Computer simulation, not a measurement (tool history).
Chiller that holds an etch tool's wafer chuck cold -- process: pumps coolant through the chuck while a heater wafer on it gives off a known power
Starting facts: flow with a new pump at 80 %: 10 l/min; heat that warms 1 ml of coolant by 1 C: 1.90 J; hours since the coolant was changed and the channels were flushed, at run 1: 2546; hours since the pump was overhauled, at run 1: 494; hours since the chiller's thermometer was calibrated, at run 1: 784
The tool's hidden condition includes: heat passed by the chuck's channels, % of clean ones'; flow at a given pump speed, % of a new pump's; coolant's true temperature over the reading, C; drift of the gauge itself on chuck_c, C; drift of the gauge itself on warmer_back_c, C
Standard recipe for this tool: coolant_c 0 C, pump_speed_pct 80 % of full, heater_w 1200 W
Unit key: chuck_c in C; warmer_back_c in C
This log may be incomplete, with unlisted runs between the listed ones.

run,day,coolant_c,pump_speed_pct,heater_w,hours since the coolant was changed and the channels were flushed,hours since the pump was overhauled,hours since the chiller's thermometer was calibrated,chuck_c,warmer_back_c
1,0,0,80,1200,2546,494,784,13.5,3.82
2,1.088,0,80,1200,2573,520,810,13.6,3.8
3,2.767,0,63,1200,2613,561,851,16.1,4.71
4,4.138,0,80,1200,2646,594,884,13.7,3.77
5,4.883,0,80,1200,2664,611,901,13.6,3.79
6,6.042,0,80,1200,2691,639,929,13.6,3.81
7,7.033,0,80,1200,2715,663,953,13.6,3.83
8,7.783,0,80,1200,2733,681,971,13.7,3.73
9,8.8,0,80,1200,2758,705,995,13.5,3.73
10,10.383,0,86,1200,2796,744,1033,12.8,3.51
11,11.346,0,86,1200,2819,767,1056,12.8,3.57
12,12.225,0,80,1200,2840,788,1078,13.5,3.78
13,13.054,0,80,1200,2860,808,1098,13.5,3.8
14,13.858,0,80,1200,2879,827,1117,13.5,3.78
15,15.529,0,80,1200,2919,867,1157,13.5,3.76
# day 16.108: coolant changed, channels flushed
16,16.829,0,80,1200,17,892,1182,13.5,3.78
17,18.2,0,84,994,50,925,1215,10.8,3.02
18,19.729,4,84,1164,87,962,1252,16.6,3.52
19,21.279,4,84,1164,124,999,1289,16.5,3.52
20,22.162,-2,72,1164,145,1020,1310,12.2,4.1
21,22.892,-1,72,1334,163,1038,1328,15.1,4.64
22,24.367,0,76,1739,198,1073,1363,20.3,5.79
23,25.658,-5,81,1437,229,1104,1394,10.9,4.51
24,26.517,-3,81,744,250,1125,1415,5.4,2.3
25,28.033,-3,81,744,286,1161,1451,5.2,2.31
26,29.525,5,79,970,322,1197,1487,16.3,3.15
27,30.492,5,79,970,345,1220,1510,16.2,3.17
28,31.85,0,64,1381,378,1253,1543,18.5,5.37
29,32.675,0,64,1381,398,1273,1562,18.2,5.42
30,34.154,3,70,711,433,1308,1598,12,2.55
31,34.854,3,70,711,450,1325,1615,11.9,2.56
32,36.167,-7,80,1665,481,1356,1646,11.7,5.19

What differs in the tool's unlogged condition from the final listed run ahead of each entry between runs to the first listed run following it?
Logged between run 15 and run 16: coolant changed, channels flushed (day 16.108)
  heat passed by the chuck's channels, % of clean ones': 99.8 -> 100
